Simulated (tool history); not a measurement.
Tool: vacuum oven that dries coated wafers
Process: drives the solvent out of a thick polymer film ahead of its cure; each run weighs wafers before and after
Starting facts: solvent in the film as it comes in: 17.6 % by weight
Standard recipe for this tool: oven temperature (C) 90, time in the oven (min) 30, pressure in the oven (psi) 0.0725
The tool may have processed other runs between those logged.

run,hour,oven temperature (C),time in the oven (min),pressure in the oven (psi),solvent left in the film (%)
1,0.0,90,30,0.0725,1.37
2,66.1,90,30,0.0725,1.36
3,114.4,90,30,0.0725,1.39
4,160.5,90,30,0.0725,1.36
5,219.9,83,30,0.0725,2.67
6,273.3,90,30,0.0725,1.30
7,334.1,90,30,0.0725,1.35
8,374.8,90,30,0.2728,1.64
9,432.6,90,30,0.2728,1.62
10,477.1,90,30,0.2728,1.58
11,537.3,90,17,0.0725,3.44
# hour 588.6: vacuum gauge cleaned of residue and calibrated
12,600.4,90,30,0.0725,1.17
13,660.3,90,30,0.0725,1.12
14,713.5,80,34,0.2000,2.84
15,772.8,94,30,0.0725,0.64
16,815.9,94,30,0.0725,0.65
17,863.2,76,28,0.0364,4.45
18,908.7,81,47,0.0364,1.10
# hour 922.3: oven's thermocouples calibrated
19,968.2,102,15,0.2490,1.86
20,1035.9,83,15,0.1955,6.54
21,1087.0,83,15,0.1955,6.49
22,1138.9,83,51,0.1709,1.26
23,1176.0,83,51,0.1709,1.18
24,1243.9,83,51,0.1709,1.26
25,1281.0,83,51,0.0619,0.96
26,1317.3,81,30,0.0725,3.33

3 ways to go on from here, each from the tool as it stands after run 26. What would each give?
A,1375.5,81,30,0.2558,?
B,1375.5,100,45,0.0589,?
C,1375.5,91,30,0.0725,?

run,solvent left in the film (%)
A,3.64
B,0.14
C,1.18
Without the tool's unlogged condition, the same runs would have read:
run,solvent left in the film (%)
A,3.63
B,0.12
C,1.16
